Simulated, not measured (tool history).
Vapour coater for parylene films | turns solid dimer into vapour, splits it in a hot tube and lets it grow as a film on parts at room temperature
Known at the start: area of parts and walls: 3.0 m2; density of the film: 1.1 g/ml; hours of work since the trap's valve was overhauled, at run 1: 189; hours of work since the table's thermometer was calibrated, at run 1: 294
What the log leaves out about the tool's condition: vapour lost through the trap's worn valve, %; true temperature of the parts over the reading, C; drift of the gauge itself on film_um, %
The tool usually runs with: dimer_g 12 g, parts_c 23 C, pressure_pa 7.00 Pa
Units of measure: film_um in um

run,hour,dimer_g,parts_c,pressure_pa,hours of work since the trap's valve was overhauled,hours of work since the table's thermometer was calibrated,film_um
1,0.0,12,23,7.00,189,294,2.54
# hour 28.0: trap's valve overhauled
2,33.9,12,25,7.00,3,309,2.56
3,54.2,12,25,7.00,14,320,2.52
4,76.6,12,25,7.00,25,332,2.52
5,103.2,16,25,7.00,39,346,3.33
6,129.1,16,25,7.00,53,359,3.34
7,144.1,12,23,7.00,61,367,2.60
8,168.2,12,23,7.00,74,380,2.59
9,188.6,12,23,7.00,84,391,2.59
10,221.9,13,23,2.34,102,408,3.23
11,239.7,7,30,3.11,111,417,1.43
12,267.9,12,23,3.25,126,432,2.82
13,300.4,12,23,3.25,143,449,2.77
14,335.1,7,32,2.43,161,467,1.37
15,368.9,7,32,2.43,179,485,1.37

Take each entry between the runs: how does the hidden state at the last listed run before it differ from the hidden state at the first listed run after it?
Runs 1 to 2: trap's valve overhauled (hour 28.0)
  vapour lost through the trap's worn valve, %: 5.7 -> 0.4; true temperature of the parts over the reading, C: 0.13 -> 0.14
  measured minus no-state result, film_um: -0.17 -> -0.02 um
